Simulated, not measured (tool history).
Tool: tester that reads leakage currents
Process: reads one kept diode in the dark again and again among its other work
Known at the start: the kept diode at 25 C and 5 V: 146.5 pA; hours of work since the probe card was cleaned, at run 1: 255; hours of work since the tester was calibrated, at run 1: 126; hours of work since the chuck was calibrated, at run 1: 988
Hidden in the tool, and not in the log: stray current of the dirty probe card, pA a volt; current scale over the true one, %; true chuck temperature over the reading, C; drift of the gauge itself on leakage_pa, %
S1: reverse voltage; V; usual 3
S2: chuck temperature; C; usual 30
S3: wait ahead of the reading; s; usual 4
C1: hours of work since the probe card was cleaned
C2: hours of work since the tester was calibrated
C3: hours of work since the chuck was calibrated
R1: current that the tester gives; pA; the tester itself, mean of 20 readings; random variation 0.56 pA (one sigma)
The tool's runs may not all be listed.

{"run": 1, "hour": 0.0, "S1": 3, "S2": 30, "S3": 4, "C1": 255, "C2": 126, "C3": 988, "R1": 200.44}
{"run": 2, "hour": 27.7, "S1": 3, "S2": 30, "S3": 0.88, "C1": 268, "C2": 139, "C3": 1001, "R1": 200.04}
{"run": 3, "hour": 73.4, "S1": 3, "S2": 30, "S3": 0.88, "C1": 290, "C2": 160, "C3": 1023, "R1": 200.6}
{"run": 4, "hour": 109.8, "S1": 3, "S2": 30, "S3": 0.88, "C1": 307, "C2": 178, "C3": 1040, "R1": 201.1}
{"run": 5, "hour": 155.0, "S1": 3, "S2": 30, "S3": 1.02, "C1": 328, "C2": 199, "C3": 1061, "R1": 199.81}
{"run": 6, "hour": 204.5, "S1": 3, "S2": 30, "S3": 0.58, "C1": 352, "C2": 223, "C3": 1085, "R1": 202.08}
{"run": 7, "hour": 255.7, "S1": 3, "S2": 30, "S3": 0.58, "C1": 376, "C2": 247, "C3": 1109, "R1": 202.19}
{"run": 8, "hour": 308.7, "S1": 2.1, "S2": 30, "S3": 4, "C1": 401, "C2": 272, "C3": 1134, "R1": 175.96}
{"run": 9, "hour": 363.0, "S1": 3, "S2": 30, "S3": 4, "C1": 427, "C2": 298, "C3": 1160, "R1": 201.86}
{"run": 10, "hour": 401.0, "S1": 3, "S2": 30, "S3": 4, "C1": 445, "C2": 316, "C3": 1178, "R1": 201.4}
{"run": 11, "hour": 431.6, "S1": 3, "S2": 30, "S3": 4, "C1": 460, "C2": 330, "C3": 1193, "R1": 203.22}
{"run": 12, "hour": 469.5, "S1": 3, "S2": 30, "S3": 4, "C1": 478, "C2": 348, "C3": 1211, "R1": 203.2}
{"run": 13, "hour": 503.1, "S1": 3, "S2": 30, "S3": 4, "C1": 494, "C2": 364, "C3": 1227, "R1": 203.1}
{"run": 14, "hour": 560.8, "S1": 3, "S2": 39, "S3": 4, "C1": 521, "C2": 392, "C3": 1254, "R1": 415.4}
{"run": 15, "hour": 618.1, "S1": 3, "S2": 30, "S3": 4, "C1": 548, "C2": 419, "C3": 1281, "R1": 203.06}
{"run": 16, "hour": 672.8, "S1": 3, "S2": 30, "S3": 4, "C1": 574, "C2": 445, "C3": 1307, "R1": 203.73}
{"run": 17, "hour": 722.6, "S1": 3, "S2": 30, "S3": 4, "C1": 598, "C2": 469, "C3": 1331, "R1": 204.88}
{"run": 18, "hour": 756.2, "S1": 3, "S2": 30, "S3": 4, "C1": 614, "C2": 485, "C3": 1347, "R1": 203.83}
{"run": 19, "hour": 784.4, "S1": 3, "S2": 30, "S3": 4, "C1": 627, "C2": 498, "C3": 1360, "R1": 204.36}
{"run": 20, "hour": 821.5, "S1": 3, "S2": 30, "S3": 4, "C1": 645, "C2": 516, "C3": 1378, "R1": 204.49}
{"run": 21, "hour": 849.6, "S1": 1.57, "S2": 34, "S3": 2.02, "C1": 658, "C2": 529, "C3": 1391, "R1": 222.97}
{"run": 22, "hour": 882.0, "S1": 1.57, "S2": 34, "S3": 2.02, "C1": 674, "C2": 544, "C3": 1406, "R1": 224.42}
{"run": 23, "hour": 940.8, "S1": 5.89, "S2": 30, "S3": 4, "C1": 702, "C2": 572, "C3": 1434, "R1": 264.39}
{"run": 24, "hour": 978.1, "S1": 5.89, "S2": 30, "S3": 4, "C1": 719, "C2": 590, "C3": 1452, "R1": 265.06}
{"run": 25, "hour": 1032.8, "S1": 6.38, "S2": 32, "S3": 1.36, "C1": 745, "C2": 616, "C3": 1478, "R1": 320.88}
{"run": 26, "hour": 1097.0, "S1": 3, "S2": 22, "S3": 2.07, "C1": 776, "C2": 646, "C3": 1508, "R1": 106.88}
{"run": 27, "hour": 1134.7, "S1": 3, "S2": 30, "S3": 5.25, "C1": 794, "C2": 664, "C3": 1526, "R1": 206.22}
{"run": 28, "hour": 1182.5, "S1": 3, "S2": 27, "S3": 4.54, "C1": 816, "C2": 687, "C3": 1549, "R1": 162.83}
{"run": 29, "hour": 1224.5, "S1": 3, "S2": 27, "S3": 4.54, "C1": 836, "C2": 707, "C3": 1569, "R1": 162.93}
{"run": 30, "hour": 1279.0, "S1": 11.77, "S2": 60, "S3": 4.16, "C1": 862, "C2": 733, "C3": 1595, "R1": 3164.33}
{"run": 31, "hour": 1325.6, "S1": 3, "S2": 30, "S3": 0.63, "C1": 884, "C2": 755, "C3": 1617, "R1": 209.13}
{"run": 32, "hour": 1370.8, "S1": 3, "S2": 30, "S3": 0.63, "C1": 906, "C2": 776, "C3": 1638, "R1": 209.84}
{"run": 33, "hour": 1403.0, "S1": 3, "S2": 21, "S3": 0.38, "C1": 921, "C2": 792, "C3": 1654, "R1": 99.81}
{"run": 34, "hour": 1458.8, "S1": 15.09, "S2": 54, "S3": 0.38, "C1": 947, "C2": 818, "C3": 1680, "R1": 2320.46}
{"run": 35, "hour": 1487.7, "S1": 15.09, "S2": 54, "S3": 0.38, "C1": 961, "C2": 832, "C3": 1694, "R1": 2321.99}
{"run": 36, "hour": 1523.5, "S1": 4.39, "S2": 40, "S3": 0.32, "C1": 978, "C2": 849, "C3": 1711, "R1": 529.67}
{"run": 37, "hour": 1571.0, "S1": 1.16, "S2": 27, "S3": 4, "C1": 1001, "C2": 871, "C3": 1733, "R1": 115.62}
{"run": 38, "hour": 1622.8, "S1": 1.16, "S2": 27, "S3": 4, "C1": 1025, "C2": 896, "C3": 1758, "R1": 116.2}
{"run": 39, "hour": 1672.3, "S1": 3, "S2": 36, "S3": 0.47, "C1": 1049, "C2": 919, "C3": 1781, "R1": 340.88}
{"run": 40, "hour": 1717.6, "S1": 1.96, "S2": 42, "S3": 0.37, "C1": 1070, "C2": 941, "C3": 1803, "R1": 461.24}

Hidden state or all else? Some run-to-run changes of R1, split into what the settings, what came in and random variation would give without the hidden state, and what is left for the hidden state (with any gauge scatter that isn't in both results):
Run 29 -> 30: S1 3 -> 11.77, S2 27 -> 60, S3 4.54 -> 4.16. R1 +3001.4 pA: hidden state +272.54, all else +2728.86.
Run 30 -> 31: S1 11.77 -> 3, S2 60 -> 30, S3 4.16 -> 0.63. R1 -2955.2 pA: hidden state -267.28, all else -2687.92.
Run 33 -> 34: S1 3 -> 15.09, S2 21 -> 54. R1 +2220.65 pA: hidden state +221.16, all else +1999.49.
